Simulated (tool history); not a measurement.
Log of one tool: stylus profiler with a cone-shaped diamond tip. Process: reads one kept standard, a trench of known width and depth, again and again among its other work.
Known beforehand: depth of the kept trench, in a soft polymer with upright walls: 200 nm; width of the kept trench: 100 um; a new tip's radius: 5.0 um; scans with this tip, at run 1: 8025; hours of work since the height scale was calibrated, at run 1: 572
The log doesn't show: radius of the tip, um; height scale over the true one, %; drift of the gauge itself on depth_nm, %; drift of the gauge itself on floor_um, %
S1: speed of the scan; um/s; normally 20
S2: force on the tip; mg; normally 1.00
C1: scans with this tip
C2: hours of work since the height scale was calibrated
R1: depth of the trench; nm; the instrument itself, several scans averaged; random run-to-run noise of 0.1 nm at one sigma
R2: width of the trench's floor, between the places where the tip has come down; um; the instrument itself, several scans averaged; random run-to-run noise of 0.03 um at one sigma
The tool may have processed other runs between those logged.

| run | hour | S1 | S2 | C1 | C2 | R1 | R2 |
|---|---|---|---|---|---|---|---|
| 1 | 0.0 | 20 | 1.00 | 8025 | 572 | 201.06 | 96.99 |
| 2 | 79.0 | 20 | 1.45 | 8254 | 627 | 201.28 | 97.04 |
| 3 | 121.3 | 20 | 1.45 | 8377 | 656 | 201.31 | 97.06 |
| 4 | 196.7 | 20 | 1.00 | 8596 | 709 | 201.05 | 97.02 |
| 5 | 261.1 | 20 | 1.43 | 8782 | 753 | 201.24 | 97.09 |
| 6 | 330.6 | 20 | 1.43 | 8984 | 802 | 201.28 | 97.04 |
| 7 | 390.4 | 20 | 1.43 | 9158 | 843 | 201.31 | 97.10 |
| 8 | 426.5 | 20 | 0.41 | 9262 | 868 | 200.38 | 96.99 |
| 9 | 507.0 | 20 | 0.41 | 9496 | 924 | 200.40 | 96.97 |
| 10 | 540.1 | 20 | 0.41 | 9592 | 947 | 200.68 | 96.96 |
| 11 | 593.1 | 20 | 0.41 | 9746 | 984 | 200.71 | 96.95 |
| 12 | 643.8 | 16 | 0.41 | 9893 | 1019 | 200.34 | 96.96 |
| 13 | 692.0 | 16 | 0.41 | 10033 | 1053 | 200.53 | 97.00 |
| 14 | 730.3 | 16 | 0.41 | 10144 | 1080 | 200.70 | 97.02 |
| 15 | 779.0 | 16 | 0.41 | 10285 | 1114 | 200.47 | 96.94 |
| 16 | 826.7 | 16 | 0.41 | 10424 | 1147 | 200.63 | 96.94 |
| 17 | 896.2 | 16 | 0.41 | 10625 | 1195 | 200.48 | 97.03 |
| 18 | 965.1 | 16 | 0.41 | 10825 | 1243 | 200.63 | 97.01 |
| 19 | 1044.6 | 6 | 1.00 | 11056 | 1298 | 200.93 | 97.19 |
|  | 1076.2 | height scale calibrated on a step standard |
| 20 | 1123.2 | 6 | 1.00 | 11283 | 33 | 200.95 | 97.11 |
| 21 | 1159.4 | 6 | 1.00 | 11388 | 58 | 201.00 | 97.18 |
| 22 | 1199.6 | 6 | 1.00 | 11505 | 86 | 200.83 | 97.12 |
| 23 | 1270.0 | 6 | 1.00 | 11709 | 135 | 200.82 | 97.09 |
| 24 | 1307.9 | 6 | 1.00 | 11819 | 161 | 201.12 | 97.13 |
| 25 | 1379.3 | 25 | 1.88 | 12026 | 211 | 201.81 | 97.03 |
| 26 | 1452.1 | 13 | 0.57 | 12237 | 261 | 200.72 | 97.02 |
| 27 | 1521.4 | 13 | 0.57 | 12438 | 310 | 200.77 | 97.05 |
| 28 | 1599.6 | 34 | 1.85 | 12665 | 364 | 201.66 | 97.00 |
| 29 | 1651.8 | 34 | 1.85 | 12817 | 400 | 201.62 | 97.00 |
| 30 | 1713.5 | 8 | 1.85 | 12996 | 443 | 201.61 | 97.13 |
| 31 | 1785.4 | 20 | 0.44 | 13204 | 493 | 200.62 | 96.92 |
| 32 | 1821.0 | 20 | 0.44 | 13308 | 518 | 200.62 | 97.00 |
| 33 | 1863.5 | 48 | 0.84 | 13431 | 548 | 200.94 | 96.79 |
| 34 | 1926.8 | 48 | 0.84 | 13615 | 592 | 200.70 | 96.76 |
| 35 | 2006.0 | 9 | 1.31 | 13845 | 647 | 201.23 | 97.13 |
| 36 | 2071.2 | 9 | 1.31 | 14034 | 692 | 201.18 | 97.19 |
| 37 | 2107.5 | 9 | 1.31 | 14139 | 717 | 201.19 | 97.12 |
| 38 | 2164.7 | 8 | 1.17 | 14305 | 757 | 201.26 | 97.10 |
| 39 | 2207.8 | 8 | 1.17 | 14430 | 787 | 201.15 | 97.15 |
| 40 | 2241.8 | 9 | 0.95 | 14529 | 811 | 200.91 | 97.11 |
| 41 | 2306.6 | 9 | 0.95 | 14717 | 856 | 201.13 | 97.14 |
| 42 | 2344.9 | 44 | 0.36 | 14828 | 882 | 200.37 | 96.57 |
| 43 | 2411.4 | 38 | 0.40 | 15021 | 929 | 200.64 | 96.64 |
| 44 | 2457.0 | 25 | 1.00 | 15154 | 960 | 201.14 | 97.04 |
| 45 | 2517.0 | 50 | 0.72 | 15327 | 1002 | 201.02 | 96.68 |
| 46 | 2550.2 | 7 | 2.60 | 15424 | 1025 | 201.94 | 97.15 |

What if the next run were any one of these 3? Each begins from the tool's condition after run 46:
| A | 2614.9 | 6 | 0.40 | 15612 | 1070 | ? | ? |
| B | 2614.9 | 27 | 0.75 | 15612 | 1070 | ? | ? |
| C | 2614.9 | 11 | 0.59 | 15612 | 1070 | ? | ? |

| run | R1 | R2 |
|---|---|---|
| A | 200.73 | 97.11 |
| B | 200.90 | 96.95 |
| C | 200.48 | 97.08 |
What these runs would have given with no unlogged condition in the tool:
| run | R1 | R2 |
|---|---|---|
| A | 200.74 | 97.12 |
| B | 200.90 | 96.96 |
| C | 200.49 | 97.09 |

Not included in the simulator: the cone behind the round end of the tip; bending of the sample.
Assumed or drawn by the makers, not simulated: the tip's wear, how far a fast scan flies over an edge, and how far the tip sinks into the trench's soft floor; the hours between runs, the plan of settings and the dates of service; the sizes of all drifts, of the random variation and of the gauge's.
